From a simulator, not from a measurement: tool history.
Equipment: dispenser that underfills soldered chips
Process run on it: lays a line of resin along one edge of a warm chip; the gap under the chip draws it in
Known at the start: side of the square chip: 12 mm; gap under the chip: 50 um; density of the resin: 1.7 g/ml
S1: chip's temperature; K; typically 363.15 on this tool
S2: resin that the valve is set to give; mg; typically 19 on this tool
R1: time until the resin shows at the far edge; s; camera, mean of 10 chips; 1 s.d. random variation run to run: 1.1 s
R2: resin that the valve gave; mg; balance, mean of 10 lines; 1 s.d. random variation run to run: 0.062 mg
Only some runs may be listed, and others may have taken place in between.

{"run": 1, "hour": 0.0, "S1": 363.15, "S2": 19, "R1": 107.2, "R2": 18.82}
{"run": 2, "hour": 12.5, "S1": 363.15, "S2": 19, "R1": 112.2, "R2": 18.75}
{"run": 3, "hour": 28.4, "S1": 371.15, "S2": 19, "R1": 102.9, "R2": 18.57}
{"run": 4, "hour": 41.6, "S1": 371.15, "S2": 19, "R1": 114.9, "R2": 18.48}
{"run": 5, "hour": 51.1, "S1": 371.15, "S2": 19, "R1": 103, "R2": 18.45}
{"run": 6, "hour": 62.7, "S1": 371.15, "S2": 19, "R1": 105, "R2": 18.29}
{"run": 7, "hour": 75.4, "S1": 371.15, "S2": 19, "R1": 112, "R2": 18.12}
{"run": 8, "hour": 86.0, "S1": 360.15, "S2": 19, "R1": 160.1, "R2": 18.15}
{"run": 9, "hour": 98.5, "S1": 352.15, "S2": 20.8, "R1": 223.8, "R2": 19.69}
{"run": 10, "hour": 110.5, "S1": 352.15, "S2": 20.8, "R1": 223.4, "R2": 19.63}
{"run": 11, "hour": 122.6, "S1": 371.15, "S2": 20.5, "R1": 119.3, "R2": 19.32}
{"run": 12, "hour": 135.0, "S1": 374.15, "S2": 16.5, "R1": 116.8, "R2": 15.41}
{"run": 13, "hour": 143.1, "S1": 359.15, "S2": 24.5, "R1": 148.9, "R2": 24.34}
{"run": 14, "hour": 159.0, "S1": 359.15, "S2": 24.5, "R1": 180.2, "R2": 24.21}
{"run": 15, "hour": 175.6, "S1": 360.15, "S2": 16.5, "R1": 137.3, "R2": 16.25}
{"run": 16, "hour": 189.1, "S1": 360.15, "S2": 16.5, "R1": 142.1, "R2": 16.11}

Removed from this log: 18 entries logged between the listed runs. Between which two listed runs does each belong, and how does the tool's hidden state at the listed run before it compare with that at the listed run after it?
Logged between run 1 and run 2: new syringe of resin (hour 10.3)
  resin's viscosity, % of fresh resin's: 103.8 -> 109.7; dose that the valve gives, % of what is set: 98.82 -> 98.29; true chip temperature over the reading, C: 1.09 -> 1.13
  measured value less the no-hidden-state value, R1: +0.1 -> +6.1 s; R2: -0.23 -> -0.32 mg
Logged between run 2 and run 3: new syringe of resin (hour 22)
  resin's viscosity, % of fresh resin's: 109.7 -> 135.5; dose that the valve gives, % of what is set: 98.29 -> 97.66; true chip temperature over the reading, C: 1.13 -> 1.18
  measured value less the no-hidden-state value, R1: +6.1 -> +24.2 s; R2: -0.32 -> -0.44 mg
Logged between run 3 and run 4: new syringe of resin (hour 33.4)
  resin's viscosity, % of fresh resin's: 135.5 -> 148.2; dose that the valve gives, % of what is set: 97.66 -> 97.17; true chip temperature over the reading, C: 1.18 -> 1.22
  measured value less the no-hidden-state value, R1: +24.2 -> +34.6 s; R2: -0.44 -> -0.54 mg
Logged between run 4 and run 5: new syringe of resin (hour 45)
  resin's viscosity, % of fresh resin's: 148.2 -> 132.6; dose that the valve gives, % of what is set: 97.17 -> 96.77; true chip temperature over the reading, C: 1.22 -> 1.25
  measured value less the no-hidden-state value, R1: +34.6 -> +22.6 s; R2: -0.54 -> -0.61 mg
Logged between run 5 and run 6: new syringe of resin (hour 56.3)
  resin's viscosity, % of fresh resin's: 132.6 -> 134.7; dose that the valve gives, % of what is set: 96.77 -> 96.36; true chip temperature over the reading, C: 1.25 -> 1.28
  measured value less the no-hidden-state value, R1: +22.6 -> +24.1 s; R2: -0.61 -> -0.69 mg
Logged between run 6 and run 7: new syringe of resin (hour 67.4)
  resin's viscosity, % of fresh resin's: 134.7 -> 144.4; dose that the valve gives, % of what is set: 96.36 -> 95.87; true chip temperature over the reading, C: 1.28 -> 1.32
  measured value less the no-hidden-state value, R1: +24.1 -> +31.6 s; R2: -0.69 -> -0.78 mg
Logged between run 7 and run 8: new syringe of resin (hour 78.4)
  resin's viscosity, % of fresh resin's: 144.4 -> 141.3; dose that the valve gives, % of what is set: 95.87 -> 95.42; true chip temperature over the reading, C: 1.32 -> 1.36
  measured value less the no-hidden-state value, R1: +31.6 -> +41.9 s; R2: -0.78 -> -0.88 mg
Logged between run 8 and run 9: new syringe of resin (hour 89.9)
  resin's viscosity, % of fresh resin's: 141.3 -> 150.7; dose that the valve gives, % of what is set: 95.42 -> 94.93; true chip temperature over the reading, C: 1.36 -> 1.39
  measured value less the no-hidden-state value, R1: +41.9 -> +68.3 s; R2: -0.88 -> -1.05 mg
Logged between run 9 and run 10: new syringe of resin (hour 102.2)
  resin's viscosity, % of fresh resin's: 150.7 -> 149.7; dose that the valve gives, % of what is set: 94.93 -> 94.45; true chip temperature over the reading, C: 1.39 -> 1.43
  measured value less the no-hidden-state value, R1: +68.3 -> +66.9 s; R2: -1.05 -> -1.16 mg
Logged between run 10 and run 11: new syringe of resin (hour 113.5); stage's temperature calibrated (hour 122.6)
  resin's viscosity, % of fresh resin's: 149.7 -> 146.3; dose that the valve gives, % of what is set: 94.45 -> 94.01; true chip temperature over the reading, C: 1.43 -> 0.19
  measured value less the no-hidden-state value, R1: +66.9 -> +37.9 s; R2: -1.16 -> -1.23 mg
Logged between run 11 and run 12: new syringe of resin (hour 126)
  resin's viscosity, % of fresh resin's: 146.3 -> 152.2; dose that the valve gives, % of what is set: 94.01 -> 93.49; true chip temperature over the reading, C: 0.19 -> 0.23
  measured value less the no-hidden-state value, R1: +37.9 -> +41 s; R2: -1.23 -> -1.06 mg
Logged between run 12 and run 13: dispensing valve cleaned and set on the balance (hour 136.9); new syringe of resin (hour 138)
  resin's viscosity, % of fresh resin's: 152.2 -> 126.6; dose that the valve gives, % of what is set: 93.49 -> 99.47; true chip temperature over the reading, C: 0.23 -> 0.25
  measured value less the no-hidden-state value, R1: +41 -> +30.2 s; R2: -1.06 -> -0.13 mg
Logged between run 13 and run 14: new syringe of resin (hour 150.3)
  resin's viscosity, % of fresh resin's: 126.6 -> 152.3; dose that the valve gives, % of what is set: 99.47 -> 98.87; true chip temperature over the reading, C: 0.25 -> 0.3
  measured value less the no-hidden-state value, R1: +30.2 -> +60.7 s; R2: -0.13 -> -0.28 mg
Logged between run 14 and run 15: new syringe of resin (hour 162.2); new syringe of resin (hour 173.2)
  resin's viscosity, % of fresh resin's: 152.3 -> 112.5; dose that the valve gives, % of what is set: 98.87 -> 98.21; true chip temperature over the reading, C: 0.3 -> 0.34
  measured value less the no-hidden-state value, R1: +60.7 -> +14.4 s; R2: -0.28 -> -0.29 mg
Logged between run 15 and run 16: new syringe of resin (hour 185.3)
  resin's viscosity, % of fresh resin's: 112.5 -> 117.7; dose that the valve gives, % of what is set: 98.21 -> 97.67; true chip temperature over the reading, C: 0.34 -> 0.39
  measured value less the no-hidden-state value, R1: +14.4 -> +20.5 s; R2: -0.29 -> -0.38 mg
